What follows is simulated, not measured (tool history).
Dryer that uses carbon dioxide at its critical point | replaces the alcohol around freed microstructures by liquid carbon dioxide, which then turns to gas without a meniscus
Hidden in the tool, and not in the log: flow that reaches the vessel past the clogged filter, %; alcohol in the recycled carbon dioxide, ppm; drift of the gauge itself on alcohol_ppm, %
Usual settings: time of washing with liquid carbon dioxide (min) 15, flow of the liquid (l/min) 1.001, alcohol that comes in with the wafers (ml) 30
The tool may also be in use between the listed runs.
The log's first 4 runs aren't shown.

| run | hour | time of washing with liquid carbon dioxide (min) | flow of the liquid (l/min) | alcohol that comes in with the wafers (ml) | hours of work since the filter was changed | hours of work since the purifier's bed was changed | alcohol left in the vessel before it's heated (ppm by volume) |
|---|---|---|---|---|---|---|---|
| 5 | 211.3 | 15 | 0.680 | 30 | 111 | 126 | 500 |
| 6 | 243.9 | 15 | 1.001 | 101 | 127 | 142 | 368 |
| 7 | 308.5 | 15 | 1.001 | 101 | 158 | 173 | 397 |
|  | 358.4 | inlet filter changed |
| 8 | 362.9 | 15 | 1.001 | 101 | 2 | 198 | 254 |
| 9 | 430.8 | 15 | 1.001 | 65 | 35 | 231 | 193 |
| 10 | 484.2 | 15 | 1.001 | 65 | 60 | 256 | 200 |
| 11 | 552.7 | 16 | 1.001 | 65 | 93 | 289 | 175 |
| 12 | 624.0 | 15 | 1.060 | 30 | 127 | 323 | 116 |
| 13 | 683.3 | 15 | 1.060 | 30 | 156 | 352 | 128 |
|  | 735.0 | inlet filter changed |
| 14 | 746.4 | 15 | 1.060 | 30 | 5 | 381 | 87 |
| 15 | 785.8 | 15 | 1.060 | 30 | 24 | 400 | 114 |
| 16 | 850.2 | 15 | 1.001 | 71 | 55 | 431 | 243 |
| 17 | 904.1 | 15 | 1.001 | 71 | 81 | 457 | 247 |
| 18 | 933.5 | 15 | 1.001 | 71 | 95 | 471 | 273 |
| 19 | 996.6 | 15 | 1.001 | 71 | 125 | 501 | 294 |
| 20 | 1058.9 | 15 | 1.001 | 71 | 155 | 531 | 319 |
| 21 | 1108.4 | 15 | 1.530 | 30 | 179 | 555 | 78 |
|  | 1112.8 | inlet filter changed |
| 22 | 1167.6 | 15 | 0.790 | 30 | 26 | 582 | 290 |
| 23 | 1236.8 | 16 | 1.001 | 30 | 59 | 616 | 131 |
| 24 | 1294.3 | 13 | 1.440 | 23 | 87 | 643 | 98 |
| 25 | 1330.8 | 15 | 1.640 | 30 | 104 | 661 | 91 |

Run 26 comes next. What will it give?
| 26 | 1384.1 | 15 | 1.640 | 30 | 130 | 686 | ? |

alcohol left in the vessel before it's heated (ppm by volume): 83
Without the tool's hidden state the same run would have given alcohol left in the vessel before it's heated (ppm by volume) 0.

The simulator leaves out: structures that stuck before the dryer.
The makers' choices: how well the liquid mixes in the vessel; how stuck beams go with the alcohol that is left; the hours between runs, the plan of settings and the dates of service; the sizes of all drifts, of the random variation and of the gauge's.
